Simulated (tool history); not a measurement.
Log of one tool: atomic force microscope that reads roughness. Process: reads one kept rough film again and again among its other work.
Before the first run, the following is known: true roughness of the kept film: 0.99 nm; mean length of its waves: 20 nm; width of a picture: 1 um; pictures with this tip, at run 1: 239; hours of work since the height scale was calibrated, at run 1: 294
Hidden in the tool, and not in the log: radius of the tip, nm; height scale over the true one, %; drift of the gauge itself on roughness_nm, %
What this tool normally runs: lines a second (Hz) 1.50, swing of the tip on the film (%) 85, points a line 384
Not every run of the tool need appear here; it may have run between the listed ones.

run   hour  lines a second (Hz)  swing of the tip on the film (%)  points a line  pictures with this tip  hours of work since the height scale was calibrated  roughness of the kept film (nm (root mean square))
  1    0.0                 1.50                                85            384                     239                                                  294                                               0.647
       4.2  -- new tip fitted
  2   20.6                 1.50                                85            384                      19                                                  305                                               0.803
  3   39.6                 1.50                                85            603                      40                                                  315                                               0.799
  4   52.3                 1.50                                60            603                      54                                                  322                                               0.824
  5   74.5                 1.50                                58            384                      79                                                  334                                               0.798
  6   85.9                 1.50                                85            384                      92                                                  340                                               0.749
  7  105.6                 1.50                                85            384                     114                                                  351                                               0.731
  8  128.6                 1.50                                85            384                     140                                                  364                                               0.719
  9  143.1                 1.50                                82            384                     156                                                  372                                               0.715
 10  162.9                 1.50                                82            384                     179                                                  382                                               0.700
 11  175.9                 1.50                                82            384                     193                                                  389                                               0.692
 12  195.3                 1.50                                85            384                     215                                                  400                                               0.678
 13  212.9                 3.42                                89            972                     235                                                  410                                               0.589
     221.6  -- new tip fitted
 14  235.5                 3.42                                59            507                      16                                                  422                                               0.835
 15  259.4                 3.42                                59            507                      42                                                  435                                               0.807
 16  269.8                 0.57                                72            384                      54                                                  441                                               0.832
 17  285.8                 0.57                                72            384                      72                                                  449                                               0.802
 18  308.1                 0.57                                72            384                      97                                                  461                                               0.796
 19  323.0                 1.52                                85            417                     114                                                  470                                               0.734
 20  342.4                 1.50                                74            384                     136                                                  480                                               0.739
 21  356.6                 1.50                                74            384                     152                                                  488                                               0.729
 22  368.8                 0.98                                73            926                     165                                                  495                                               0.745
 23  385.4                 2.33                                85            282                     184                                                  504                                               0.652
 24  398.4                 1.11                                85            366                     199                                                  511                                               0.689

Predict each of these 3 candidate next runs independently; none follows another, all start after run 24:
  A  410.0                 3.64                                85            384                     212                                                  517                                                   ?
  B  410.0                 1.11                                66            366                     212                                                  517                                                   ?
  C  410.0                 0.64                                68            664                     212                                                  517                                                   ?

run  roughness of the kept film (nm (root mean square))
  A                                               0.607
  B                                               0.701
  C                                               0.715
Stripped of hidden state, with their random variation kept, the same runs would have yielded:
run  roughness of the kept film (nm (root mean square))
  A                                               0.746
  B                                               0.863
  C                                               0.880

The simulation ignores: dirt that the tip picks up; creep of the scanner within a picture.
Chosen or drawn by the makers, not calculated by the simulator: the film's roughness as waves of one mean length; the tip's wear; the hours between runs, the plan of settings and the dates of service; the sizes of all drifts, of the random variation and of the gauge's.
